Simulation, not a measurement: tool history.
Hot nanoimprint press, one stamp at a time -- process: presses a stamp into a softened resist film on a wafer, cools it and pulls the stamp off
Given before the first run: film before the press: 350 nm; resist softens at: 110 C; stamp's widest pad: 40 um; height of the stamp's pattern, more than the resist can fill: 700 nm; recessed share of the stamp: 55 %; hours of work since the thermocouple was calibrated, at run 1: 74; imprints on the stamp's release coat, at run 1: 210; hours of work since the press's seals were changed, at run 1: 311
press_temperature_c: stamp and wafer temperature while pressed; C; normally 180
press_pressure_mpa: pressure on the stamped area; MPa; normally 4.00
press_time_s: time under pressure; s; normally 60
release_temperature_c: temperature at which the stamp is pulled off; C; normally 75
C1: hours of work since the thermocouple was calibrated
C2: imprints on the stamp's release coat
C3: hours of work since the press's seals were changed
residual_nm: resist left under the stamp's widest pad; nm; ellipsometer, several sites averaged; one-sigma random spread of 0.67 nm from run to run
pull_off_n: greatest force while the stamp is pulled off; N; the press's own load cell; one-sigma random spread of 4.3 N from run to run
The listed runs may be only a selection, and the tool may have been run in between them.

{"run": 1, "hour": 0.0, "press_temperature_c": 180, "press_pressure_mpa": 4.0, "press_time_s": 60, "release_temperature_c": 75, "C1": 74, "C2": 210, "C3": 311, "residual_nm": 129.4, "pull_off_n": 237}
{"run": 2, "hour": 33.3, "press_temperature_c": 180, "press_pressure_mpa": 4.0, "press_time_s": 111, "release_temperature_c": 75, "C1": 90, "C2": 290, "C3": 327, "residual_nm": 98.2, "pull_off_n": 241}
{"run": 3, "hour": 49.5, "press_temperature_c": 180, "press_pressure_mpa": 4.0, "press_time_s": 111, "release_temperature_c": 75, "C1": 98, "C2": 329, "C3": 335, "residual_nm": 98.9, "pull_off_n": 251}
{"run": 4, "hour": 74.1, "press_temperature_c": 180, "press_pressure_mpa": 4.0, "press_time_s": 111, "release_temperature_c": 75, "C1": 110, "C2": 389, "C3": 347, "residual_nm": 99.1, "pull_off_n": 242}
{"run": 5, "hour": 97.4, "press_temperature_c": 180, "press_pressure_mpa": 2.54, "press_time_s": 60, "release_temperature_c": 75, "C1": 122, "C2": 445, "C3": 359, "residual_nm": 157.4, "pull_off_n": 255}
{"run": 6, "hour": 127.1, "press_temperature_c": 180, "press_pressure_mpa": 4.0, "press_time_s": 60, "release_temperature_c": 75, "C1": 136, "C2": 517, "C3": 373, "residual_nm": 130.7, "pull_off_n": 250}
{"run": 7, "hour": 153.4, "press_temperature_c": 180, "press_pressure_mpa": 4.0, "press_time_s": 60, "release_temperature_c": 75, "C1": 149, "C2": 581, "C3": 386, "residual_nm": 131.6, "pull_off_n": 265}
{"run": 8, "hour": 184.6, "press_temperature_c": 180, "press_pressure_mpa": 4.0, "press_time_s": 60, "release_temperature_c": 75, "C1": 164, "C2": 656, "C3": 401, "residual_nm": 130.6, "pull_off_n": 263}
{"run": 9, "hour": 206.0, "press_temperature_c": 184, "press_pressure_mpa": 4.0, "press_time_s": 60, "release_temperature_c": 75, "C1": 175, "C2": 708, "C3": 412, "residual_nm": 106.3, "pull_off_n": 264}
{"run": 10, "hour": 225.7, "press_temperature_c": 180, "press_pressure_mpa": 4.0, "press_time_s": 60, "release_temperature_c": 75, "C1": 184, "C2": 755, "C3": 422, "residual_nm": 131.6, "pull_off_n": 269}
{"run": 11, "hour": 245.1, "press_temperature_c": 180, "press_pressure_mpa": 4.0, "press_time_s": 60, "release_temperature_c": 75, "C1": 194, "C2": 802, "C3": 431, "residual_nm": 131.5, "pull_off_n": 269}
{"run": 12, "hour": 269.9, "press_temperature_c": 180, "press_pressure_mpa": 4.0, "press_time_s": 60, "release_temperature_c": 75, "C1": 206, "C2": 862, "C3": 443, "residual_nm": 131.6, "pull_off_n": 273}
{"run": 13, "hour": 288.6, "press_temperature_c": 180, "press_pressure_mpa": 4.0, "press_time_s": 60, "release_temperature_c": 75, "C1": 215, "C2": 908, "C3": 452, "residual_nm": 132.0, "pull_off_n": 275}
{"run": 14, "hour": 310.5, "press_temperature_c": 180, "press_pressure_mpa": 4.0, "press_time_s": 60, "release_temperature_c": 75, "C1": 226, "C2": 960, "C3": 463, "residual_nm": 132.1, "pull_off_n": 284}
{"run": 15, "hour": 327.9, "press_temperature_c": 180, "press_pressure_mpa": 4.0, "press_time_s": 35, "release_temperature_c": 75, "C1": 234, "C2": 1003, "C3": 472, "residual_nm": 166.2, "pull_off_n": 282}
{"run": 16, "hour": 359.2, "press_temperature_c": 183, "press_pressure_mpa": 4.0, "press_time_s": 35, "release_temperature_c": 75, "C1": 250, "C2": 1078, "C3": 487, "residual_nm": 143.4, "pull_off_n": 276}
{"run": 17, "hour": 384.5, "press_temperature_c": 180, "press_pressure_mpa": 4.0, "press_time_s": 60, "release_temperature_c": 81, "C1": 262, "C2": 1139, "C3": 499, "residual_nm": 133.6, "pull_off_n": 268}
{"run": 18, "hour": 406.2, "press_temperature_c": 186, "press_pressure_mpa": 3.79, "press_time_s": 82, "release_temperature_c": 77, "C1": 273, "C2": 1192, "C3": 510, "residual_nm": 86.9, "pull_off_n": 278}
{"hour": 417.7, "done": "stamp cleaned and given a new release coat"}
{"run": 19, "hour": 441.1, "press_temperature_c": 180, "press_pressure_mpa": 4.0, "press_time_s": 60, "release_temperature_c": 61, "C1": 287, "C2": 57, "C3": 524, "residual_nm": 132.6, "pull_off_n": 255}
{"run": 20, "hour": 467.2, "press_temperature_c": 181, "press_pressure_mpa": 2.63, "press_time_s": 96, "release_temperature_c": 78, "C1": 300, "C2": 120, "C3": 537, "residual_nm": 125.8, "pull_off_n": 234}
{"run": 21, "hour": 494.9, "press_temperature_c": 180, "press_pressure_mpa": 4.0, "press_time_s": 119, "release_temperature_c": 65, "C1": 313, "C2": 187, "C3": 550, "residual_nm": 98.7, "pull_off_n": 249}
{"run": 22, "hour": 515.0, "press_temperature_c": 173, "press_pressure_mpa": 3.46, "press_time_s": 89, "release_temperature_c": 75, "C1": 323, "C2": 235, "C3": 560, "residual_nm": 174.4, "pull_off_n": 239}
{"run": 23, "hour": 546.1, "press_temperature_c": 173, "press_pressure_mpa": 3.46, "press_time_s": 89, "release_temperature_c": 75, "C1": 338, "C2": 311, "C3": 575, "residual_nm": 175.5, "pull_off_n": 251}
{"run": 24, "hour": 576.2, "press_temperature_c": 173, "press_pressure_mpa": 3.46, "press_time_s": 89, "release_temperature_c": 75, "C1": 353, "C2": 383, "C3": 590, "residual_nm": 176.3, "pull_off_n": 247}
{"hour": 595.4, "done": "plate thermocouple calibrated"}
{"run": 25, "hour": 607.2, "press_temperature_c": 173, "press_pressure_mpa": 3.46, "press_time_s": 89, "release_temperature_c": 82, "C1": 6, "C2": 451, "C3": 604, "residual_nm": 162.3, "pull_off_n": 238}
{"run": 26, "hour": 640.6, "press_temperature_c": 173, "press_pressure_mpa": 3.46, "press_time_s": 96, "release_temperature_c": 64, "C1": 22, "C2": 532, "C3": 620, "residual_nm": 159.1, "pull_off_n": 274}
{"run": 27, "hour": 670.8, "press_temperature_c": 170, "press_pressure_mpa": 3.46, "press_time_s": 96, "release_temperature_c": 68, "C1": 37, "C2": 605, "C3": 635, "residual_nm": 185.7, "pull_off_n": 275}
{"run": 28, "hour": 707.4, "press_temperature_c": 176, "press_pressure_mpa": 3.46, "press_time_s": 71, "release_temperature_c": 68, "C1": 55, "C2": 693, "C3": 653, "residual_nm": 154.2, "pull_off_n": 283}
{"run": 29, "hour": 740.5, "press_temperature_c": 176, "press_pressure_mpa": 3.46, "press_time_s": 71, "release_temperature_c": 68, "C1": 71, "C2": 773, "C3": 669, "residual_nm": 154.9, "pull_off_n": 274}
{"run": 30, "hour": 768.9, "press_temperature_c": 180, "press_pressure_mpa": 4.0, "press_time_s": 50, "release_temperature_c": 73, "C1": 85, "C2": 842, "C3": 683, "residual_nm": 138.1, "pull_off_n": 277}

What if the next run were any one of these 3? Each begins from the tool's condition after run 30:
{"run": "A", "hour": 788.6, "press_temperature_c": 182, "press_pressure_mpa": 4.0, "press_time_s": 38, "release_temperature_c": 72, "C1": 95, "C2": 890, "C3": 693, "residual_nm": "?", "pull_off_n": "?"}
{"run": "B", "hour": 788.6, "press_temperature_c": 179, "press_pressure_mpa": 5.28, "press_time_s": 34, "release_temperature_c": 75, "C1": 95, "C2": 890, "C3": 693, "residual_nm": "?", "pull_off_n": "?"}
{"run": "C", "hour": 788.6, "press_temperature_c": 192, "press_pressure_mpa": 4.6, "press_time_s": 60, "release_temperature_c": 75, "C1": 95, "C2": 890, "C3": 693, "residual_nm": "?", "pull_off_n": "?"}

run=A residual_nm=140.0 pull_off_n=273
run=B residual_nm=152.3 pull_off_n=272
run=C residual_nm=65.6 pull_off_n=272
Without the tool's unlogged condition, the same runs would have read:
run=A residual_nm=137.7 pull_off_n=230
run=B residual_nm=148.8 pull_off_n=229
run=C residual_nm=64.1 pull_off_n=229
